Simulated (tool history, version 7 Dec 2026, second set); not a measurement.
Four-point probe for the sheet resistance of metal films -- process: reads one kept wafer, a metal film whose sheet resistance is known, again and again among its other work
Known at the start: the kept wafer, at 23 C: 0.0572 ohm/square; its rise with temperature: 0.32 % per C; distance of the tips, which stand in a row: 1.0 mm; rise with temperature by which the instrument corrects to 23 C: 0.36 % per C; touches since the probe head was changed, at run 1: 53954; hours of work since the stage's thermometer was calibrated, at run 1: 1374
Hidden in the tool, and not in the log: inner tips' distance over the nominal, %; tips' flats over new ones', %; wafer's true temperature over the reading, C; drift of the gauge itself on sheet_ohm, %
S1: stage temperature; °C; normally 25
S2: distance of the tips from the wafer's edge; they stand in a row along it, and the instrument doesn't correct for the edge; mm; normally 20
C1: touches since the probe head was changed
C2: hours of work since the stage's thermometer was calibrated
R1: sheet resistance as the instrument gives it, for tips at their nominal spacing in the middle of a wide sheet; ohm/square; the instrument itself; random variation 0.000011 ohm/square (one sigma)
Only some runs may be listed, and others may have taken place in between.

run	hour	S1	S2	C1	C2	R1
1	0	25	20	53954	1374	0.057438
2	68.9	25	20	55266	1408	0.057452
3	149.6	25	20	56802	1448	0.057436
4	201.9	25	20	57799	1473	0.057441
5	258.1	25	20	58868	1501	0.057456
6	307.3	25	20	59805	1525	0.057486
7	382.4	25	20	61235	1562	0.05748
8	459.1	25	8	62695	1600	0.057883
9	518.6	25	8	63828	1629	0.057879
10	581.1	25	20	65017	1659	0.05749
11	659.1	25	20	66502	1698	0.057492
12	714.1	25	20	67550	1725	0.057506
13	785.8	25	20	68916	1760	0.057512
14	856.6	25	20	70263	1795	0.057507
15	932	25	20	71699	1832	0.057519
16	986.4	25	7	72735	1858	0.058068
17	1034.7	29	7	73655	1882	0.058009
18	1090.3	29	7	74713	1909	0.058001

Forecast run 19:
19	1144.4	31	14	75744	1936	?

Run 19 measured R1 0.057495 ohm/square.
Without the tool's hidden state the same run would have given R1 0.057205 ohm/square.
